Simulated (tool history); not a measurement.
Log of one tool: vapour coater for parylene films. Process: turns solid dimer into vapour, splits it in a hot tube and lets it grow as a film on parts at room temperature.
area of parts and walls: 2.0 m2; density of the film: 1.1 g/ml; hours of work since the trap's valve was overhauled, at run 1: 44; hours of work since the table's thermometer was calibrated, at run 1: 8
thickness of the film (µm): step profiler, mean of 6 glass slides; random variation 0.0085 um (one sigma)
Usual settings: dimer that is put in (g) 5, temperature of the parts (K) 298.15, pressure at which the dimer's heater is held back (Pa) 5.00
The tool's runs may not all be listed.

run,hour,dimer that is put in (g),temperature of the parts (K),pressure at which the dimer's heater is held back (Pa),hours of work since the trap's valve was overhauled,hours of work since the table's thermometer was calibrated,thickness of the film (µm)
1,0.0,5,298.15,5.00,44,8,1.136
2,37.2,8,298.15,5.00,67,30,1.828
3,56.9,8,298.15,5.00,79,43,1.828
4,87.1,5,292.15,5.00,97,61,1.500
5,130.5,5,292.15,5.00,124,88,1.501
6,170.0,5,292.15,5.00,148,112,1.500
7,196.6,5,298.15,5.00,165,128,1.134
8,218.5,5,298.15,5.00,178,142,1.141
9,239.5,5,298.15,5.00,191,155,1.137
10,263.5,5,298.15,5.00,206,169,1.149
11,293.7,5,298.15,5.00,224,188,1.142
12,313.0,5,305.15,5.00,236,200,0.811
# hour 341.3: trap's valve overhauled
13,341.7,5,305.15,5.00,0,215,0.837
14,362.6,5,305.15,5.00,13,228,0.824
15,384.2,5,305.15,5.00,26,241,0.832
16,417.1,5,304.15,5.00,47,261,0.862
17,450.8,5,298.15,10.66,67,282,1.002
18,487.8,5,298.15,10.66,90,305,0.975
19,531.7,5,298.15,5.00,117,332,1.130
20,561.0,5,298.15,5.00,135,350,1.150
21,579.1,6,298.15,3.64,146,361,1.448
22,612.2,7,294.15,3.36,166,381,2.107
23,643.6,4,306.15,4.10,186,401,0.642
24,687.2,4,303.15,6.04,213,427,0.687
25,717.7,6,303.15,4.16,231,446,1.125
26,742.6,4,300.15,11.69,247,461,0.712
# hour 753.2: trap's valve overhauled
27,777.0,5,298.15,5.98,15,480,1.108
28,812.6,3,290.15,5.00,37,502,0.985
29,833.8,3,290.15,5.00,50,515,0.984
30,855.0,3,290.15,5.00,63,528,0.992
31,880.5,8,303.15,2.15,78,544,1.712
32,918.4,4,298.15,3.01,101,567,1.004
33,950.7,6,298.15,5.49,121,587,1.343
34,983.8,6,299.15,2.87,142,607,1.453
35,1014.9,3,298.15,11.04,161,626,0.581
36,1052.8,4,291.15,11.04,184,650,1.068
37,1075.2,5,296.15,8.42,198,663,1.122
38,1107.7,8,296.15,8.42,218,683,1.792
39,1135.3,8,296.15,8.42,235,700,1.813

3 ways to go on from here, each from the tool as it stands after run 39. What would each give?
A,1155.3,8,296.15,3.24,247,713,?
B,1155.3,3,292.15,3.59,247,713,?
C,1155.3,5,298.15,5.16,247,713,?

run,thickness of the film (µm)
A,2.190
B,0.949
C,1.132
Without the tool's hidden state the same runs would have given:
run,thickness of the film (µm)
A,2.195
B,0.951
C,1.135
